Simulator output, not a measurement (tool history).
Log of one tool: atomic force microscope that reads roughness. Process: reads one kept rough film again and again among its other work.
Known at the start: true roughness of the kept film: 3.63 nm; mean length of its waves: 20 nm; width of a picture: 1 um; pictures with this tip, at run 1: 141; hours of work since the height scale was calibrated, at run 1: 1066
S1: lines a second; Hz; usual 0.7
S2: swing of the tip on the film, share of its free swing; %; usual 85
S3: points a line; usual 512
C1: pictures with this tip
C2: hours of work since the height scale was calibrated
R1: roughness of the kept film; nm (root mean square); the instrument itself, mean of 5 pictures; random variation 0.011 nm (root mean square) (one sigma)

run     day   S1  S2   S3   C1    C2     R1
  1       0  0.7  85  512  141  1066  1.988
  2   1.967  0.7  85  512  195  1086  1.872
  3   4.362  0.7  85  512  262  1110  1.728
  4   5.733  0.7  82  512  300  1123  1.664
  5   7.854  0.7  82  512  359  1144  1.552
        8.3  -- new tip fitted
  6  11.004  0.7  85  332   75  1176  2.163
  7  14.275  0.7  85  332  166  1208  1.903
  8  15.692  0.7  86  512  205  1222  1.811

Run 9 comes next. What will it give?
  9  17.192  0.7  86  512  247  1237   ?

R1: 1.729 nm (root mean square)
Without the tool's hidden state the same run would have given R1 2.445 nm (root mean square).
